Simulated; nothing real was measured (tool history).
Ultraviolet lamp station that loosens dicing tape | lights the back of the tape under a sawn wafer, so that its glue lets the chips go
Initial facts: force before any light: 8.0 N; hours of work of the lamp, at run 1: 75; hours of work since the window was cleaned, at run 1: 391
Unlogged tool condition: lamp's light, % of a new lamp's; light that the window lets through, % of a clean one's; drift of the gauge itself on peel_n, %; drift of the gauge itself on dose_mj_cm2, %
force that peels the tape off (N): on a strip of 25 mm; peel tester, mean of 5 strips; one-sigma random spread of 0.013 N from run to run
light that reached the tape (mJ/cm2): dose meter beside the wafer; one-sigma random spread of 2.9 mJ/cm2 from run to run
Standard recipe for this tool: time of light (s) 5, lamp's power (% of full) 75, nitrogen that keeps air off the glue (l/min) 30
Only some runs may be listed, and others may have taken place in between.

run,hour,time of light (s),lamp's power (% of full),nitrogen that keeps air off the glue (l/min),hours of work of the lamp,hours of work since the window was cleaned,force that peels the tape off (N),light that reached the tape (mJ/cm2)
1,0.0,5,75,30,75,391,0.769,387
2,30.1,5,75,11,91,406,1.492,384
3,43.6,5,75,27,98,413,0.790,384
4,70.1,5,75,54,112,427,0.537,380
5,84.9,5,75,54,120,435,0.564,380
6,103.6,5,75,30,129,445,0.821,374
7,124.0,6,75,30,140,455,0.548,449
8,146.6,6,75,30,152,467,0.546,442
9,162.4,6,75,30,160,475,0.548,441
10,187.7,6,75,30,173,488,0.574,438
# hour 191.0: window cleaned of glue's vapour
11,218.0,6,75,30,188,14,0.644,414
12,242.0,5,81,30,201,27,0.795,370
13,266.5,5,73,30,214,39,1.014,333
14,281.1,5,73,30,221,47,0.997,331
15,302.1,5,75,30,232,58,0.942,336
16,317.1,5,75,30,240,66,1.025,339
17,334.6,5,75,30,249,75,0.975,333
# hour 337.1: window cleaned of glue's vapour, once more
18,360.7,5,75,30,262,12,0.705,392
19,386.4,5,75,14,276,26,1.254,392
20,406.1,5,75,14,286,36,1.236,392

Run 21, settings as shown, results not yet in. Your forecast:
21,429.5,5,75,14,298,48,?,?

{"run 21": {"force that peels the tape off (N)": 1.317, "light that reached the tape (mJ/cm2)": 389}}
Had the tool carried no hidden state, the very same run would have given force that peels the tape off (N) 1.080, light that reached the tape (mJ/cm2) 434.

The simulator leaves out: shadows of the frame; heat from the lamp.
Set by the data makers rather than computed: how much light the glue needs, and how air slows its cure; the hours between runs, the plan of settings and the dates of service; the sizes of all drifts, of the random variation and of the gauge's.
